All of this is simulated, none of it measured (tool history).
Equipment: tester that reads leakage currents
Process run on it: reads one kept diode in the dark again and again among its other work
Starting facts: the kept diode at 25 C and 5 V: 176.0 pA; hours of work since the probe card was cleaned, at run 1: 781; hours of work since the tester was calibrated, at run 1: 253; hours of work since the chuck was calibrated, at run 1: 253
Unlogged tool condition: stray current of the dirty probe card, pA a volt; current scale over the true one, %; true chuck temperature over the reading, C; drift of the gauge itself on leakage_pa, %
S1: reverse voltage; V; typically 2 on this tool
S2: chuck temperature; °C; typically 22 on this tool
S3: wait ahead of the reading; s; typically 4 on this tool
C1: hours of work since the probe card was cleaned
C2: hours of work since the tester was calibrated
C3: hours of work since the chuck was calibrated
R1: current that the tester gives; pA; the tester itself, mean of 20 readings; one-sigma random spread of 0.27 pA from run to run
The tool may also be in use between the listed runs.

run	day	S1	S2	S3	C1	C2	C3	R1
1	0	2	22	4	781	253	253	86.26
2	4.083	2	22	4	849	321	321	85.73
3	11.6	2	22	4	974	445	445	85.34
4	15.304	2	22	4	1035	507	507	84.19
5	20.162	2	22	4	1116	588	588	83.96
6	28.588	2	22	4	1256	728	728	83.24
7	33.346	2	22	4	1335	806	806	82.65
# day 33.942: chuck's temperature calibrated
8	39.679	2	22	4	1439	910	95	88.29
9	44.992	2	22	4	1527	998	183	88.03
10	49.65	2	22	4	1604	1076	261	87.47
11	56.279	2	22	4	1714	1186	371	86.68
12	59.967	2	22	4	1775	1247	432	85.61
13	66.933	2	22	4	1891	1363	548	85.56
14	72.858	2	22	4	1989	1461	646	84.45
15	79.742	2	22	4	2104	1575	760	83.51
# day 82.933: chuck's temperature calibrated
16	83.538	2	22	4	2165	1637	10	91.75
# day 88.533: probe card cleaned and baked
17	89.054	2	22	4	9	1726	100	88.34
18	95.821	2	22	4	121	1839	212	86.9
19	103.254	1.89	29	4	244	1962	335	146.19
20	110.85	2	25	0.47	370	2088	461	110.88
21	118.438	1.35	21	4.93	496	2214	587	64.51
22	122.35	1.35	21	4.93	561	2279	652	63.59
23	125.938	2.57	59	1.36	621	2339	712	1370.64
# day 132.083: chuck's temperature calibrated
24	132.083	7.39	25	7.41	722	2439	0	219.13
25	137.271	10	57	1.63	808	2526	86	2485.85
26	143.508	10	57	1.63	911	2629	190	2459.5
27	148.862	6.88	21	6.28	1000	2718	279	152.7
28	152.783	6.88	21	6.28	1065	2783	344	151.1

Expected results for the next run?
# day 153.267: tester calibrated
29	158.362	6.4	30	4.42	1156	85	435	?

Run 29 measured R1 287.14 pA.
Had the tool carried no hidden state, the very same run would have given R1 292.2 pA.

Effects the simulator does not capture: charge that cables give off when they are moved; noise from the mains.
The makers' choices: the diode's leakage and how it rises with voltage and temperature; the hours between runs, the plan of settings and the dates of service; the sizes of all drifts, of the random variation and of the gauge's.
